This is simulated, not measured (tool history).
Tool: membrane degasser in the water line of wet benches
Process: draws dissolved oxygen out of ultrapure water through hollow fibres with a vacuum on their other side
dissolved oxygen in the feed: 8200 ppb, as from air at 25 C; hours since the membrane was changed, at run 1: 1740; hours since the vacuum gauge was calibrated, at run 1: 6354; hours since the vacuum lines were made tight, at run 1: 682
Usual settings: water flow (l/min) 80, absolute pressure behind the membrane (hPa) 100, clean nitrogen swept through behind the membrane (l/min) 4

| run | day | water flow (l/min) | absolute pressure behind the membrane (hPa) | clean nitrogen swept through behind the membrane (l/min) | hours since the membrane was changed | hours since the vacuum gauge was calibrated | hours since the vacuum lines were made tight | dissolved oxygen in the water behind the degasser (ppb) | pressure that the water loses in the fibres (hPa) |
|---|---|---|---|---|---|---|---|---|---|
| 1 | 0 | 80 | 100 | 4 | 1740 | 6354 | 682 | 309.1 | 440.2 |
| 2 | 7.446 | 80 | 100 | 4 | 1919 | 6532 | 861 | 309.5 | 443.5 |
| 3 | 13.892 | 80 | 100 | 4 | 2074 | 6687 | 1016 | 311.2 | 442.3 |
|  | 19.312 | vacuum gauge calibrated |
| 4 | 20.646 | 126 | 100 | 4 | 2235 | 32 | 1177 | 455.2 | 700 |
| 5 | 26.8 | 126 | 100 | 4 | 2383 | 180 | 1325 | 452.2 | 700.1 |
| 6 | 34.679 | 126 | 123 | 4 | 2572 | 369 | 1514 | 600.6 | 696.3 |
| 7 | 39.892 | 126 | 123 | 4 | 2697 | 494 | 1639 | 595.1 | 697.3 |
| 8 | 47.088 | 126 | 78 | 4 | 2870 | 667 | 1812 | 329 | 698.5 |
| 9 | 52.683 | 126 | 78 | 4 | 3004 | 801 | 1946 | 323.7 | 703.9 |
| 10 | 57.092 | 126 | 78 | 4 | 3110 | 907 | 2052 | 317.7 | 703.3 |
| 11 | 63.779 | 62 | 82 | 9.67 | 3271 | 1067 | 2212 | 79.8 | 344.6 |
| 12 | 68.879 | 63 | 183 | 1.69 | 3393 | 1190 | 2335 | 1049.7 | 347.2 |
| 13 | 74.338 | 80 | 151 | 6.86 | 3524 | 1321 | 2466 | 320.8 | 442.7 |
| 14 | 82.488 | 80 | 151 | 6.86 | 3720 | 1516 | 2661 | 320.6 | 448.9 |
| 15 | 87.862 | 115 | 100 | 3.18 | 3849 | 1645 | 2790 | 503 | 641.6 |
| 16 | 93.196 | 115 | 100 | 3.18 | 3977 | 1773 | 2918 | 498.1 | 648.1 |
| 17 | 99.379 | 88 | 61 | 2.52 | 4125 | 1922 | 3067 | 217.7 | 492.6 |

Forecast each of these 4 alternatives for the next run:
| A | 107.533 | 74 | 213 | 2.6 | 4321 | 2117 | 3263 | ? | ? |
| B | 107.533 | 118 | 61 | 8.81 | 4321 | 2117 | 3263 | ? | ? |
| C | 107.533 | 88 | 62 | 3.53 | 4321 | 2117 | 3263 | ? | ? |
| D | 107.533 | 64 | 64 | 1.96 | 4321 | 2117 | 3263 | ? | ? |

| run | dissolved oxygen in the water behind the degasser (ppb) | pressure that the water loses in the fibres (hPa) |
|---|---|---|
| A | 991.8 | 410.9 |
| B | 112.8 | 660.7 |
| C | 174.4 | 493.3 |
| D | 224.7 | 357.4 |
Without the tool's hidden state the same runs would have given:
| run | dissolved oxygen in the water behind the degasser (ppb) | pressure that the water loses in the fibres (hPa) |
|---|---|---|
| A | 983.2 | 400.2 |
| B | 105.3 | 643.6 |
| C | 165.5 | 480.6 |
| D | 214.7 | 348.1 |
